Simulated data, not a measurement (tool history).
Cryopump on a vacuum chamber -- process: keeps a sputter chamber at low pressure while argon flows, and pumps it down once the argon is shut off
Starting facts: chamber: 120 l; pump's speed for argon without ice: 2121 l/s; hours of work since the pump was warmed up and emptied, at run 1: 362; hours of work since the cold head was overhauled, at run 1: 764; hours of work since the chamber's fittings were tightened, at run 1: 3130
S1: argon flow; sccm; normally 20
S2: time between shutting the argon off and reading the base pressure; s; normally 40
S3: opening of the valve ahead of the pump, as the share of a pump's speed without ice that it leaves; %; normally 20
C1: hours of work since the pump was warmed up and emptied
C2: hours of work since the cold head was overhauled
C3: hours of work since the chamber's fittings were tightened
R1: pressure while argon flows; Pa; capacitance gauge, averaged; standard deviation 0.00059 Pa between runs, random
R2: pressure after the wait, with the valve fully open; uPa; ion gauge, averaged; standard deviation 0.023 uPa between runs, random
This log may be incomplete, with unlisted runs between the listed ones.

Run 1, day 0.000: usual settings; C1 362; C2 764; C3 3130. Result: R1 0.0871 Pa, R2 1.52 uPa.
Run 2, day 1.404: usual settings but S1 9 sccm; C1 381; C2 782; C3 3148. Result: R1 0.0398 Pa, R2 1.61 uPa.
At day 1.929: pump warmed up, emptied and cooled again.
Run 3, day 3.317: usual settings but S1 9 sccm; C1 18; C2 805; C3 3171. Result: R1 0.0356 Pa, R2 1.27 uPa.
Run 4, day 4.488: usual settings but S3 36 %; C1 34; C2 820; C3 3186. Result: R1 0.0452 Pa, R2 1.27 uPa.
Run 5, day 5.875: usual settings but S3 36 %; C1 52; C2 839; C3 3205. Result: R1 0.0460 Pa, R2 1.33 uPa.
At day 6.792: leaking fittings of the chamber tightened, without venting.
Run 6, day 8.683: usual settings but S3 36 %; C1 88; C2 875; C3 25. Result: R1 0.0458 Pa, R2 0.74 uPa.
Run 7, day 11.212: usual settings; C1 122; C2 908; C3 58. Result: R1 0.0823 Pa, R2 0.72 uPa.
Run 8, day 12.617: usual settings; C1 140; C2 927; C3 77. Result: R1 0.0821 Pa, R2 0.76 uPa.
Run 9, day 14.862: usual settings but S2 55 s; C1 170; C2 956; C3 107. Result: R1 0.0823 Pa, R2 0.61 uPa.
Run 10, day 16.396: usual settings but S2 55 s; C1 190; C2 977; C3 127. Result: R1 0.0834 Pa, R2 0.59 uPa.
Run 11, day 18.183: usual settings but S2 55 s; C1 214; C2 1000; C3 151. Result: R1 0.0845 Pa, R2 0.60 uPa.
Run 12, day 19.554: usual settings but S1 9 sccm; C1 232; C2 1018; C3 169. Result: R1 0.0381 Pa, R2 0.81 uPa.
Run 13, day 21.950: usual settings but S1 9 sccm, S2 39 s; C1 264; C2 1050; C3 200. Result: R1 0.0380 Pa, R2 0.81 uPa.
Run 14, day 23.438: usual settings but S2 104 s, S3 22 %; C1 283; C2 1070; C3 220. Result: R1 0.0787 Pa, R2 0.48 uPa.
Run 15, day 24.883: usual settings but S2 41 s, S3 18 %; C1 302; C2 1089; C3 239. Result: R1 0.0956 Pa, R2 0.79 uPa.
Run 16, day 26.396: usual settings but S1 9 sccm, S2 24 s, S3 16 %; C1 322; C2 1109; C3 259. Result: R1 0.0487 Pa, R2 1.18 uPa.
Run 17, day 28.962: usual settings but S2 55 s, S3 51 %; C1 356; C2 1143; C3 293. Result: R1 0.0393 Pa, R2 0.70 uPa.
Run 18, day 30.975: usual settings but S2 55 s, S3 51 %; C1 383; C2 1169; C3 320. Result: R1 0.0407 Pa, R2 0.71 uPa.
At day 31.400: pump warmed up, emptied and cooled again.
Run 19, day 33.946: usual settings but S1 11 sccm, S2 122 s; C1 34; C2 1206; C3 356. Result: R1 0.0442 Pa, R2 0.40 uPa.
Run 20, day 35.642: usual settings but S1 11 sccm, S2 122 s; C1 56; C2 1228; C3 379. Result: R1 0.0447 Pa, R2 0.44 uPa.
Run 21, day 38.154: usual settings but S1 11 sccm, S2 122 s; C1 89; C2 1262; C3 412. Result: R1 0.0438 Pa, R2 0.40 uPa.
Run 22, day 40.933: usual settings but S1 11 sccm, S2 122 s; C1 126; C2 1298; C3 449. Result: R1 0.0447 Pa, R2 0.44 uPa.
Run 23, day 42.967: usual settings but S1 15 sccm, S2 109 s; C1 153; C2 1325; C3 476. Result: R1 0.0622 Pa, R2 0.48 uPa.

Alternative continuations, all from the tool just after run 23; predict every row:
Run A, day 45.296: usual settings but S1 15 sccm, S2 235 s, S3 21 %; C1 184; C2 1356; C3 506. Result: R1 ?, R2 ?.
Run B, day 45.296: usual settings but S2 105 s; C1 184; C2 1356; C3 506. Result: R1 ?, R2 ?.
Run C, day 45.296: usual settings but S1 9 sccm, S2 33 s, S3 31 %; C1 184; C2 1356; C3 506. Result: R1 ?, R2 ?.
Run D, day 45.296: usual settings but S3 55 %; C1 184; C2 1356; C3 506. Result: R1 ?, R2 ?.

run      R1    R2
  A  0.0596  0.44
  B  0.0834  0.48
  C  0.0259  1.01
  D  0.0319  0.85
Had the tool no hidden state, the same runs would have come out as:
run      R1    R2
  A  0.0569  0.30
  B  0.0799  0.33
  C  0.0243  0.87
  D  0.0284  0.71
